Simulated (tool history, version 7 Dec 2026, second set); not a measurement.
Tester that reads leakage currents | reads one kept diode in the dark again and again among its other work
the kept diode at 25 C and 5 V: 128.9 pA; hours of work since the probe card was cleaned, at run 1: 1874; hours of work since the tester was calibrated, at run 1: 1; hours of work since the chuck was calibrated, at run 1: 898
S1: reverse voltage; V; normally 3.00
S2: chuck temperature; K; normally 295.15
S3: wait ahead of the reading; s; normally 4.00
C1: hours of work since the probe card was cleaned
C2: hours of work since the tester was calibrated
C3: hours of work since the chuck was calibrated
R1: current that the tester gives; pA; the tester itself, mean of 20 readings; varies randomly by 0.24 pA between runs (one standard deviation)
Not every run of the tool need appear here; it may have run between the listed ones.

run   hour     S1      S2    S3    C1   C2   C3      R1
  1    0.0   3.00  295.15  4.00  1874    1  898   93.69
       8.0  -- chuck's temperature calibrated
  2   43.1   3.00  295.15  4.00  1898   25   21   79.80
  3   61.8   3.00  295.15  4.00  1909   36   32   79.71
  4   79.6   3.00  295.15  4.00  1919   46   42   80.20
  5  114.3   3.00  295.15  4.00  1940   67   63   80.85
  6  145.0  11.78  295.15  4.00  1958   85   81  141.75
  7  162.3  11.78  295.15  4.00  1968   95   91  141.85
  8  191.3  11.78  295.15  4.00  1985  112  108  142.33
  9  224.2   3.00  295.15  4.00  2004  131  127   81.82
 10  264.9   3.00  295.15  4.00  2028  155  151   81.88
 11  284.7   3.00  295.15  4.00  2040  167  163   82.10
 12  320.9   3.00  295.15  4.00  2061  188  184   82.79
 13  341.5   3.00  295.15  4.00  2073  200  196   82.75
 14  368.5   3.00  295.15  4.00  2089  216  212   82.94
 15  390.8   6.27  315.15  1.19  2102  229  225  630.75
 16  413.6   3.00  295.15  2.16  2116  243  239   83.93
 17  446.6   4.12  312.15  0.49  2135  262  258  423.58
 18  464.4   6.22  295.15  4.00  2146  273  269  112.47
 19  485.6   6.22  295.15  4.00  2158  285  281  113.35
 20  512.3   6.22  295.15  4.00  2174  301  297  113.14
 21  553.9  11.92  295.15  8.63  2198  325  321  148.13
 22  589.3   3.00  299.15  7.49  2219  346  342  121.12
 23  618.5   3.00  299.15  7.49  2237  364  359  122.45
 24  655.8   3.35  306.15  2.54  2258  385  381  238.28
 25  685.6   8.75  318.15  3.98  2276  403  399  947.14
 26  724.9   2.49  310.15  3.98  2299  426  422  300.10
 27  751.0   2.49  310.15  3.98  2314  441  437  300.01
 28  770.7   2.68  295.15  4.00  2326  453  449   83.06

Below are 4 alternative next runs, each starting from the tool's condition after run 28. Predict each:
  A  811.0  9.01  305.15  0.81  2350  477  473   ?
  B  811.0  3.00  293.15  1.09  2350  477  473   ?
  C  811.0  2.68  311.15  5.54  2350  477  473   ?
  D  811.0  2.85  295.15  4.00  2350  477  473   ?

run      R1
  A  334.70
  B   72.53
  C  337.32
  D   85.09
Had the tool no hidden state, the same runs would have come out as:
run      R1
  A  309.04
  B   66.40
  C  313.33
  D   78.05
